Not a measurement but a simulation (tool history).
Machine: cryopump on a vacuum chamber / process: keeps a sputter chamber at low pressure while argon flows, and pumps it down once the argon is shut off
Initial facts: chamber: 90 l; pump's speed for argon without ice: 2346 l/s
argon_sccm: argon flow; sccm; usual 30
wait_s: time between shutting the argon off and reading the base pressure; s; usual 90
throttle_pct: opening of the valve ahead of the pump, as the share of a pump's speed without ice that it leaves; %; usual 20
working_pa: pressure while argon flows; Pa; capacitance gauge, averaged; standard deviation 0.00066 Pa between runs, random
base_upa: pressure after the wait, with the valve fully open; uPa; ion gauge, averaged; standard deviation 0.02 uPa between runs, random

run	day	argon_sccm	wait_s	throttle_pct	working_pa	base_upa
1	0	30	90	20	0.113	0.48
2	3.683	30	90	20	0.1126	0.47
# day 6.954: pump warmed up, emptied and cooled again
3	6.975	30	90	20	0.1084	0.42
4	11.262	30	90	20	0.1082	0.38
5	15.642	30	90	20	0.1109	0.42
6	18.412	30	90	20	0.1096	0.45
7	22.783	30	90	20	0.1105	0.42
8	24.758	30	90	20	0.1096	0.4
9	27.079	30	90	17	0.1297	0.45
10	31.221	43	90	20	0.1565	0.41
11	33.833	30	249	20	0.1114	0.33
12	38.146	30	90	33	0.0675	0.5
13	41.417	30	90	33	0.0673	0.49
14	44.471	30	90	33	0.0693	0.45
15	47.492	30	90	33	0.0683	0.46
16	50.904	30	90	33	0.0695	0.51
17	53.342	21	90	20	0.0795	0.45
18	57.258	30	90	18	0.1251	0.51
19	59.208	12	68	18	0.0494	0.53
20	62.533	13	123	21	0.0467	0.47
21	66.471	14	90	15	0.0698	0.51
# day 68.912: pump warmed up, emptied and cooled again
22	70.533	14	90	15	0.0673	0.52
23	74.35	53	67	43	0.09	0.56
24	76.267	13	30	51	0.0182	0.78
25	78.717	13	30	51	0.019	0.8
26	82.808	13	30	21	0.0446	0.82
27	85.6	30	28	20	0.1097	0.8
28	89.35	49	37	48	0.0764	0.74
29	93.125	49	37	48	0.0774	0.77
30	95.054	15	90	20	0.0556	0.53
31	98.017	15	90	20	0.0557	0.48
32	100.212	32	90	15	0.1591	0.52
33	103.367	32	90	15	0.1564	0.55
34	105.675	32	90	15	0.1571	0.52
35	108.096	32	90	28	0.0861	0.55

Branching from run 35: 3 alternative next runs. What would each branch give?
A	110.212	53	90	20	?	?
B	110.212	30	39	20	?	?
C	110.212	30	23	20	?	?

run	working_pa	base_upa
A	0.198	0.57
B	0.1115	0.8
C	0.1119	1.06
With no hidden state in the tool, these same runs would have given:
run	working_pa	base_upa
A	0.191	0.3
B	0.1075	0.52
C	0.108	0.78
